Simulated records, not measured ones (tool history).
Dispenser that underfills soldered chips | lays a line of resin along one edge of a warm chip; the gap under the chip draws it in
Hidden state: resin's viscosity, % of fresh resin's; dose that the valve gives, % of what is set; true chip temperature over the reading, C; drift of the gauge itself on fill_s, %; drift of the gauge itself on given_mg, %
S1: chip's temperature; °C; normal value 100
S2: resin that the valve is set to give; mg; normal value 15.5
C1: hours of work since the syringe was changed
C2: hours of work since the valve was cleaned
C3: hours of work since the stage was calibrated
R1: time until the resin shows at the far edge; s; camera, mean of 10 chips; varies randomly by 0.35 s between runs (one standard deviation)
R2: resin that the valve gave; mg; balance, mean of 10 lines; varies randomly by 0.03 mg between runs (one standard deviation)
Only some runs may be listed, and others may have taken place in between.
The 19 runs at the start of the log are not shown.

run   hour   S1    S2  C1   C2   C3    R1     R2
       130  -- new syringe of resin
 20  134.3  100  19.1   3   85  347  22.7   18.5
 21    138  101  14.3   6   88  350  27.8  13.82
     143.5  -- new syringe of resin
 22  144.5  104  16.3   1   92  354  17.7  15.69
 23  153.2  104  16.3   7   99  361    28  15.67
     156.5  -- new syringe of resin
 24  162.3  104  16.3   4  105  367  22.8  15.67
     164.1  -- dispensing valve cleaned and set on the balance
     170.5  -- new syringe of resin
 25  172.1  104  13.9   1    6  373  17.9  13.87
 26  177.4   87  18.2   5    9  377  38.2  18.15
     183.4  -- new syringe of resin
 27  183.9   86    17   0   14  382  27.8  16.87
 28  188.8   86  18.1   4   17  385  35.4  18.01
     196.5  -- new syringe of resin
 29  197.7   97  15.5   1   24  391    21  15.31
 30  204.6  111  13.2   6   29  396  21.6  13.03
     209.4  -- new syringe of resin
 31  212.7   98    17   2   34  402  23.1  16.81
 32  217.7   98    17   6   38  406  30.9  16.74
     222.7  -- new syringe of resin
 33  223.1   98    17   0   42  409  19.4  16.75
 34  230.7   98  16.9   6   47  415  30.3  16.55
     235.6  -- new syringe of resin
 35  235.6   98  16.9   0   51  418    19  16.56

Expected results for the next run?
 36  241.5  98  16.9   4  55  423   ?   ?

For run 36 the tool returned R1 26.9 s, R2 16.5 mg.
The same run, on a tool lacking any hidden state, would have yielded R1 19 s, R2 16.87 mg.

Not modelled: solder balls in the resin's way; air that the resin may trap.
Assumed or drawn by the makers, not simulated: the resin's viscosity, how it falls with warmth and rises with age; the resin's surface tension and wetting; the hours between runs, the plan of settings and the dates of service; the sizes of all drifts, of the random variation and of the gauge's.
